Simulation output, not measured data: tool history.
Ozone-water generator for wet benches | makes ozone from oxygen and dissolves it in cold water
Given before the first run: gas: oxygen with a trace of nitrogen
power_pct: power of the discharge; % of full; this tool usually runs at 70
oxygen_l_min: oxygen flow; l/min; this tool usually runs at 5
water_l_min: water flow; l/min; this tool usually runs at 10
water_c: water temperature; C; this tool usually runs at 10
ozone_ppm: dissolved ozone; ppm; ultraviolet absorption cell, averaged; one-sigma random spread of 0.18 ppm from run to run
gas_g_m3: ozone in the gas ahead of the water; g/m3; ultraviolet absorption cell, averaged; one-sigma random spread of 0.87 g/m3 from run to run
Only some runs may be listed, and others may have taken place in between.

{"run": 1, "hour": 0.0, "power_pct": 70, "oxygen_l_min": 5, "water_l_min": 10, "water_c": 10, "ozone_ppm": 24.9, "gas_g_m3": 143.7}
{"run": 2, "hour": 138.6, "power_pct": 70, "oxygen_l_min": 5, "water_l_min": 10, "water_c": 10, "ozone_ppm": 24.8, "gas_g_m3": 143.6}
{"run": 3, "hour": 228.0, "power_pct": 70, "oxygen_l_min": 5, "water_l_min": 10, "water_c": 10, "ozone_ppm": 25.2, "gas_g_m3": 146.6}
{"run": 4, "hour": 417.6, "power_pct": 70, "oxygen_l_min": 5, "water_l_min": 10, "water_c": 10, "ozone_ppm": 24.8, "gas_g_m3": 142.8}
{"run": 5, "hour": 590.0, "power_pct": 70, "oxygen_l_min": 5, "water_l_min": 10, "water_c": 10, "ozone_ppm": 25.1, "gas_g_m3": 144.8}
{"run": 6, "hour": 768.3, "power_pct": 70, "oxygen_l_min": 5, "water_l_min": 14, "water_c": 10, "ozone_ppm": 18.7, "gas_g_m3": 144.3}
{"run": 7, "hour": 903.1, "power_pct": 70, "oxygen_l_min": 5, "water_l_min": 14, "water_c": 10, "ozone_ppm": 18.7, "gas_g_m3": 141.7}
{"run": 8, "hour": 1029.6, "power_pct": 70, "oxygen_l_min": 5, "water_l_min": 14, "water_c": 10, "ozone_ppm": 18.9, "gas_g_m3": 142}
{"run": 9, "hour": 1174.5, "power_pct": 70, "oxygen_l_min": 5, "water_l_min": 14, "water_c": 10, "ozone_ppm": 18.8, "gas_g_m3": 144.2}
{"hour": 1231.8, "done": "water thermometer calibrated"}
{"run": 10, "hour": 1280.0, "power_pct": 70, "oxygen_l_min": 5, "water_l_min": 10, "water_c": 10, "ozone_ppm": 25, "gas_g_m3": 143.2}
{"hour": 1336.9, "done": "contactor cleaned"}
{"run": 11, "hour": 1449.3, "power_pct": 70, "oxygen_l_min": 5, "water_l_min": 10, "water_c": 10, "ozone_ppm": 24.9, "gas_g_m3": 143.3}
{"run": 12, "hour": 1551.8, "power_pct": 70, "oxygen_l_min": 5, "water_l_min": 10, "water_c": 10, "ozone_ppm": 24.9, "gas_g_m3": 143.2}
{"run": 13, "hour": 1720.7, "power_pct": 70, "oxygen_l_min": 6.57, "water_l_min": 10, "water_c": 10, "ozone_ppm": 24.2, "gas_g_m3": 122.7}
{"run": 14, "hour": 1875.5, "power_pct": 70, "oxygen_l_min": 6.57, "water_l_min": 10, "water_c": 10, "ozone_ppm": 24.1, "gas_g_m3": 122.7}
{"run": 15, "hour": 2064.5, "power_pct": 72, "oxygen_l_min": 5, "water_l_min": 10, "water_c": 10, "ozone_ppm": 25.3, "gas_g_m3": 146.8}
{"run": 16, "hour": 2215.1, "power_pct": 72, "oxygen_l_min": 5, "water_l_min": 10, "water_c": 10, "ozone_ppm": 25.2, "gas_g_m3": 145.1}
{"run": 17, "hour": 2293.7, "power_pct": 72, "oxygen_l_min": 5, "water_l_min": 10, "water_c": 10, "ozone_ppm": 25.7, "gas_g_m3": 144.8}
{"run": 18, "hour": 2373.1, "power_pct": 44, "oxygen_l_min": 4.5, "water_l_min": 10, "water_c": 9, "ozone_ppm": 19.4, "gas_g_m3": 114.4}
{"run": 19, "hour": 2453.0, "power_pct": 71, "oxygen_l_min": 3.11, "water_l_min": 7, "water_c": 9, "ozone_ppm": 35, "gas_g_m3": 187.2}
{"run": 20, "hour": 2575.1, "power_pct": 71, "oxygen_l_min": 3.34, "water_l_min": 13, "water_c": 9, "ozone_ppm": 20.3, "gas_g_m3": 178.1}
{"run": 21, "hour": 2742.3, "power_pct": 71, "oxygen_l_min": 3.34, "water_l_min": 13, "water_c": 9, "ozone_ppm": 20.5, "gas_g_m3": 180.4}
{"run": 22, "hour": 2871.6, "power_pct": 70, "oxygen_l_min": 4.45, "water_l_min": 10, "water_c": 8, "ozone_ppm": 26, "gas_g_m3": 154.5}
{"run": 23, "hour": 2965.0, "power_pct": 47, "oxygen_l_min": 6.38, "water_l_min": 14, "water_c": 13, "ozone_ppm": 13.4, "gas_g_m3": 98.5}
{"run": 24, "hour": 3109.9, "power_pct": 47, "oxygen_l_min": 6.38, "water_l_min": 14, "water_c": 13, "ozone_ppm": 13.7, "gas_g_m3": 98.1}
{"run": 25, "hour": 3256.2, "power_pct": 47, "oxygen_l_min": 2.68, "water_l_min": 12, "water_c": 16, "ozone_ppm": 15.4, "gas_g_m3": 156.5}

The next listed run, before its measurement:
{"run": 26, "hour": 3428.8, "power_pct": 70, "oxygen_l_min": 4.4, "water_l_min": 10, "water_c": 8, "ozone_ppm": "?", "gas_g_m3": "?"}

Logged for run 26: ozone_ppm 26.2 ppm, gas_g_m3 154.7 g/m3.
If the tool had no hidden condition, the same run with the same run-to-run variation would have returned ozone_ppm 26.3 ppm, gas_g_m3 154.9 g/m3.
